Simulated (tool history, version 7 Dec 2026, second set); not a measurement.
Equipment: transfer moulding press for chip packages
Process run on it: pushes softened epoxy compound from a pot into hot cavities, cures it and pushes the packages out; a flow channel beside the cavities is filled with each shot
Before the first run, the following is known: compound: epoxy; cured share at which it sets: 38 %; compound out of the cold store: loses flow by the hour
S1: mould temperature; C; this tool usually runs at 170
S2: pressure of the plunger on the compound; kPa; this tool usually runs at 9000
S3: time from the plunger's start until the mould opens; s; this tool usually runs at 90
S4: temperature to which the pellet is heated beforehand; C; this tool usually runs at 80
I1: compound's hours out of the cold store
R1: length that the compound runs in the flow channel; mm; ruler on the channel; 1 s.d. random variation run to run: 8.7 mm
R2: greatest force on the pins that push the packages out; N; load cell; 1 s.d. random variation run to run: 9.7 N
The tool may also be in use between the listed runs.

{"run": 1, "hour": 0.0, "S1": 170, "S2": 9000, "S3": 90, "S4": 80, "I1": 30.7, "R1": 949, "R2": 444}
{"run": 2, "hour": 15.4, "S1": 170, "S2": 9000, "S3": 96, "S4": 80, "I1": 31.7, "R1": 948, "R2": 414}
{"hour": 41.5, "done": "cavities cleaned with cleaning compound and waxed"}
{"run": 3, "hour": 44.4, "S1": 170, "S2": 9000, "S3": 96, "S4": 81, "I1": 13.5, "R1": 1028, "R2": 430}
{"run": 4, "hour": 63.9, "S1": 170, "S2": 9000, "S3": 96, "S4": 81, "I1": 15.5, "R1": 1012, "R2": 426}
{"run": 5, "hour": 90.4, "S1": 170, "S2": 9000, "S3": 96, "S4": 81, "I1": 18.3, "R1": 1008, "R2": 432}
{"run": 6, "hour": 117.3, "S1": 170, "S2": 9000, "S3": 96, "S4": 81, "I1": 24.1, "R1": 960, "R2": 413}
{"run": 7, "hour": 137.4, "S1": 170, "S2": 9000, "S3": 96, "S4": 81, "I1": 19.3, "R1": 993, "R2": 432}
{"hour": 146.6, "done": "cavities cleaned with cleaning compound and waxed"}
{"run": 8, "hour": 165.5, "S1": 173, "S2": 9000, "S3": 90, "S4": 80, "I1": 31.7, "R1": 947, "R2": 426}
{"run": 9, "hour": 186.8, "S1": 170, "S2": 9000, "S3": 90, "S4": 80, "I1": 13.8, "R1": 1028, "R2": 445}
{"hour": 215.0, "done": "plunger's sealing rings changed"}
{"run": 10, "hour": 216.4, "S1": 170, "S2": 9000, "S3": 90, "S4": 78, "I1": 17.0, "R1": 1007, "R2": 462}
{"run": 11, "hour": 232.6, "S1": 170, "S2": 9000, "S3": 90, "S4": 78, "I1": 30.4, "R1": 949, "R2": 457}
{"hour": 252.6, "done": "cavities cleaned with cleaning compound and waxed"}
{"run": 12, "hour": 256.5, "S1": 164, "S2": 9000, "S3": 90, "S4": 84, "I1": 34.1, "R1": 963, "R2": 530}
{"run": 13, "hour": 288.5, "S1": 170, "S2": 7240, "S3": 79, "S4": 78, "I1": 29.6, "R1": 859, "R2": 469}
{"run": 14, "hour": 317.1, "S1": 170, "S2": 10140, "S3": 74, "S4": 78, "I1": 20.6, "R1": 1057, "R2": 568}
{"run": 15, "hour": 337.5, "S1": 170, "S2": 10140, "S3": 74, "S4": 78, "I1": 45.5, "R1": 949, "R2": 527}
{"hour": 357.3, "done": "cavities cleaned with cleaning compound and waxed"}
{"run": 16, "hour": 364.9, "S1": 168, "S2": 10140, "S3": 97, "S4": 78, "I1": 27.9, "R1": 1035, "R2": 428}
{"run": 17, "hour": 378.5, "S1": 165, "S2": 9000, "S3": 100, "S4": 73, "I1": 12.9, "R1": 1051, "R2": 482}
{"run": 18, "hour": 394.0, "S1": 165, "S2": 7520, "S3": 120, "S4": 72, "I1": 28.2, "R1": 906, "R2": 422}
{"run": 19, "hour": 409.4, "S1": 170, "S2": 10160, "S3": 94, "S4": 70, "I1": 31.6, "R1": 1005, "R2": 434}
{"run": 20, "hour": 430.7, "S1": 170, "S2": 9000, "S3": 90, "S4": 89, "I1": 9.0, "R1": 1037, "R2": 437}
{"run": 21, "hour": 456.5, "S1": 164, "S2": 8130, "S3": 90, "S4": 80, "I1": 11.5, "R1": 1011, "R2": 588}

4 options for the next run, each taken on its own from the tool as it stands now. Forecast them:
{"hour": 460.8, "done": "cavities cleaned with cleaning compound and waxed"}
{"run": "A", "hour": 490.2, "S1": 165, "S2": 8130, "S3": 101, "S4": 78, "I1": 20.6, "R1": "?", "R2": "?"}
{"hour": 460.8, "done": "cavities cleaned with cleaning compound and waxed"}
{"run": "B", "hour": 490.2, "S1": 170, "S2": 7450, "S3": 90, "S4": 80, "I1": 17.9, "R1": "?", "R2": "?"}
{"hour": 460.8, "done": "cavities cleaned with cleaning compound and waxed"}
{"run": "C", "hour": 490.2, "S1": 164, "S2": 8210, "S3": 90, "S4": 80, "I1": 17.7, "R1": "?", "R2": "?"}
{"hour": 460.8, "done": "cavities cleaned with cleaning compound and waxed"}
{"run": "D", "hour": 490.2, "S1": 174, "S2": 9000, "S3": 90, "S4": 80, "I1": 10.7, "R1": "?", "R2": "?"}

run=A R1=966 R2=437
run=B R1=933 R2=428
run=C R1=1002 R2=577
run=D R1=1031 R2=414
Stripped of hidden state, with their random variation kept, the same runs would have yielded:
run=A R1=967 R2=436
run=B R1=934 R2=427
run=C R1=1002 R2=575
run=D R1=1031 R2=413
